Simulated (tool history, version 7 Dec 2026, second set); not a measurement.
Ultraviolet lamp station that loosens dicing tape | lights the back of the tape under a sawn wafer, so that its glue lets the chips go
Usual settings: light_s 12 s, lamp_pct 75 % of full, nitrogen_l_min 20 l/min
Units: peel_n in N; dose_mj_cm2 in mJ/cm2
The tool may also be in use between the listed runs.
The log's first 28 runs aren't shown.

run,hour,light_s,lamp_pct,nitrogen_l_min,peel_n,dose_mj_cm2
29,593.9,12,75,35,0.386,189
30,615.1,15,75,20,0.355,230
31,643.4,7,75,20,1.1,105
32,666.8,10,62,20,0.886,124
# hour 683.6: window cleaned of glue's vapour
33,693.3,10,69,12,0.884,146
34,714.5,21,74,20,0.25,331
35,741.1,19,93,39,0.234,367
36,758.9,8,73,7,1.443,120
37,777.1,12,75,27,0.425,185
38,800.7,12,98,20,0.324,244

Forecast each of these 5 alternatives for the next run:
A,823.5,12,88,15,?,?
B,823.5,12,83,20,?,?
C,823.5,8,92,20,?,?
D,823.5,12,98,21,?,?
E,823.5,12,65,23,?,?

run,peel_n,dose_mj_cm2
A,0.432,214
B,0.406,203
C,0.686,151
D,0.315,247
E,0.572,158
Without the tool's hidden state the same runs would have given:
run,peel_n,dose_mj_cm2
A,0.281,306
B,0.266,289
C,0.392,214
D,0.238,351
E,0.338,225

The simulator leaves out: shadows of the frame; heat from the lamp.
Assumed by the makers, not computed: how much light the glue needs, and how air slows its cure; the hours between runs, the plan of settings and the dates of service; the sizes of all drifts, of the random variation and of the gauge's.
